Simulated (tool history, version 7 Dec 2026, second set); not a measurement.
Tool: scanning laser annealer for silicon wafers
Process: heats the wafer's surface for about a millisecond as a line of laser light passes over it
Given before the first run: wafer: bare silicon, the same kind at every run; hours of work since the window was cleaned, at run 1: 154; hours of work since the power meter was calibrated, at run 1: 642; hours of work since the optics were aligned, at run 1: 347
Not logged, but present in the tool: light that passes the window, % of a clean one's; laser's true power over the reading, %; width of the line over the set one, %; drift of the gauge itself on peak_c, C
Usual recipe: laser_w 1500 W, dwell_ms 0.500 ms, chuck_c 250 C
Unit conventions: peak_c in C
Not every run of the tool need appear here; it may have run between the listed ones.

| run | hour | laser_w | dwell_ms | chuck_c | hours of work since the window was cleaned | hours of work since the power meter was calibrated | hours of work since the optics were aligned | peak_c |
|---|---|---|---|---|---|---|---|---|
| 1 | 0.0 | 1500 | 0.500 | 250 | 154 | 642 | 347 | 954 |
| 2 | 42.3 | 1500 | 0.500 | 250 | 174 | 662 | 367 | 947 |
| 3 | 90.2 | 1500 | 0.500 | 250 | 196 | 684 | 389 | 948 |
| 4 | 120.8 | 1500 | 0.500 | 250 | 211 | 699 | 404 | 943 |
| 5 | 148.8 | 1500 | 0.500 | 250 | 224 | 712 | 417 | 939 |
| 6 | 181.6 | 1500 | 0.500 | 250 | 239 | 727 | 432 | 941 |
| 7 | 209.1 | 1602 | 0.500 | 250 | 252 | 740 | 445 | 994 |
| 8 | 252.6 | 1602 | 0.500 | 250 | 272 | 760 | 465 | 989 |
|  | 256.7 | window over the wafer cleaned |
| 9 | 292.5 | 1602 | 0.500 | 250 | 17 | 778 | 483 | 978 |
| 10 | 313.0 | 1500 | 0.500 | 250 | 26 | 788 | 493 | 920 |
| 11 | 340.9 | 1500 | 0.500 | 250 | 39 | 801 | 506 | 922 |
| 12 | 363.4 | 1356 | 0.575 | 250 | 50 | 811 | 516 | 884 |
| 13 | 384.3 | 1356 | 0.575 | 250 | 60 | 821 | 526 | 880 |
|  | 396.0 | window over the wafer cleaned, once more |
| 14 | 422.2 | 1500 | 0.606 | 250 | 12 | 838 | 543 | 1027 |
| 15 | 460.4 | 1500 | 0.413 | 268 | 30 | 856 | 561 | 910 |
| 16 | 498.6 | 1623 | 0.601 | 261 | 48 | 874 | 579 | 1108 |
| 17 | 530.6 | 1590 | 0.594 | 277 | 63 | 888 | 593 | 1095 |
| 18 | 577.8 | 1460 | 0.575 | 223 | 85 | 911 | 616 | 945 |
| 19 | 608.7 | 1619 | 0.418 | 276 | 100 | 925 | 630 | 979 |
| 20 | 634.0 | 1347 | 0.466 | 259 | 111 | 937 | 642 | 846 |
| 21 | 664.8 | 1500 | 0.500 | 262 | 126 | 951 | 656 | 954 |
| 22 | 687.3 | 1500 | 0.500 | 262 | 136 | 962 | 667 | 952 |

Consider 3 possible next runs. They are alternatives, not a sequence: every one starts from the tool as it was left by run 22. What does each give?
| A | 725.6 | 1342 | 0.546 | 259 | 154 | 980 | 685 | ? |
| B | 725.6 | 1484 | 0.500 | 271 | 154 | 980 | 685 | ? |
| C | 725.6 | 1492 | 0.500 | 263 | 154 | 980 | 685 | ? |

| run | peak_c |
|---|---|
| A | 888 |
| B | 948 |
| C | 949 |
Without the tool's unlogged condition, the same runs would have read:
| run | peak_c |
|---|---|
| A | 924 |
| B | 987 |
| C | 988 |
